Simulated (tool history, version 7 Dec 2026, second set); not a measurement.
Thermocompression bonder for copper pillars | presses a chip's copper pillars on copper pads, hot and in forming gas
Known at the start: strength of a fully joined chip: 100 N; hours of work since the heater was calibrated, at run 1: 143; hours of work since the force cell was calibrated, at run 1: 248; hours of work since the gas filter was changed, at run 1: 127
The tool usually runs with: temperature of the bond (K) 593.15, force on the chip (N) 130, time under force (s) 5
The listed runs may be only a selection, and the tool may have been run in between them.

run  hour  temperature of the bond (K)  force on the chip (N)  time under force (s)  hours of work since the heater was calibrated  hours of work since the force cell was calibrated  hours of work since the gas filter was changed  force that shears a chip off (N)
  1     0                       593.15                    130                     5                                            143                                                248                                             127                              67.8
  2   8.8                       619.15                    130                     5                                            147                                                252                                             131                              79.8
  3  16.5                       619.15                    130                     5                                            150                                                256                                             134                                78
  4  24.8                       619.15                    130                     5                                            154                                                259                                             138                              77.3
  5  29.6                       619.15                    130                     5                                            156                                                262                                             140                              77.7
  6  36.5                       619.15                    130                     5                                            159                                                265                                             143                              79.1
  7  44.7                       619.15                    130                     5                                            163                                                268                                             147                              78.7
  8  51.9                       619.15                    130                     5                                            166                                                272                                             150                              77.8
  9  59.1                       619.15                    130                     5                                            170                                                275                                             154                              77.2
 10  65.2                       610.15                    170                     3                                            172                                                278                                             156                              79.6

Run 11 has not been measured yet. What should we expect?
 11  74.5                       593.15                    143                     5                                            177                                                282                                             161                                 ?

Run 11 came out at force that shears a chip off (N) 70.9.
Minus the tool's unlogged condition, the same run would have read force that shears a chip off (N) 72.1.
